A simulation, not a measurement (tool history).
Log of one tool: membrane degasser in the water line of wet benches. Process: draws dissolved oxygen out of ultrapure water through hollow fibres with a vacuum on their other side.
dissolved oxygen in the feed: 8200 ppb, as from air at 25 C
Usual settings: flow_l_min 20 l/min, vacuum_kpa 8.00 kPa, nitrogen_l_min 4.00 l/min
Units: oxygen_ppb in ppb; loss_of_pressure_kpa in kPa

run,hour,flow_l_min,vacuum_kpa,nitrogen_l_min,oxygen_ppb,loss_of_pressure_kpa
1,0.0,20,8.00,4.00,67.0,31.56
2,36.1,20,8.00,4.00,66.8,31.23
3,60.4,20,8.00,4.00,66.3,31.44
4,99.0,20,8.00,4.00,67.4,31.37
5,143.3,25,8.00,4.00,88.2,39.32
6,192.7,25,8.00,4.00,89.8,39.39
7,220.5,25,8.00,4.00,89.2,39.39
8,244.2,25,8.00,4.00,88.9,39.58
9,271.0,25,8.00,4.00,89.1,39.46
10,304.7,20,8.00,4.00,66.4,31.80
11,328.8,20,8.00,4.00,65.7,31.41
12,373.8,20,8.00,6.19,47.5,31.45
13,424.1,20,8.00,4.00,65.7,31.42
14,476.7,20,8.00,4.00,66.8,31.58
15,533.3,20,8.00,4.00,67.0,31.83
16,573.8,20,8.00,4.00,67.9,31.51
17,604.9,14,5.34,2.63,29.9,22.00
18,634.2,15,11.90,4.00,83.1,23.70
19,666.4,26,14.71,3.85,203.9,40.97
20,694.6,26,8.00,8.97,53.8,40.74
21,747.0,16,5.99,5.70,23.7,25.51
22,777.5,30,6.61,7.21,63.7,47.22
23,805.6,20,10.63,4.00,98.5,31.42
24,849.1,20,10.63,4.00,99.0,31.49
25,877.1,18,8.00,4.00,58.2,28.31
26,921.5,20,12.17,4.00,116.5,31.69
27,959.6,20,16.17,4.42,149.9,31.40
28,1000.6,20,16.17,4.42,149.7,31.48
29,1034.5,26,8.00,2.10,155.4,41.18
30,1074.3,14,5.41,1.65,46.1,22.23
31,1107.3,20,9.25,2.77,112.6,31.58
32,1138.1,13,10.66,7.99,32.2,20.44

Forecast each of these 5 alternatives for the next run:
A,1176.9,13,11.70,9.16,?,?
B,1176.9,20,8.00,5.05,?,?
C,1176.9,20,9.03,7.38,?,?
D,1176.9,20,10.31,2.25,?,?
E,1176.9,21,7.42,7.99,?,?

run,oxygen_ppb,loss_of_pressure_kpa
A,31.6,20.39
B,55.6,31.43
C,47.7,31.47
D,158.0,31.57
E,38.1,33.04
Without the tool's hidden state the same runs would have given:
run,oxygen_ppb,loss_of_pressure_kpa
A,31.5,20.37
B,55.4,31.41
C,47.6,31.44
D,157.8,31.55
E,38.0,33.02
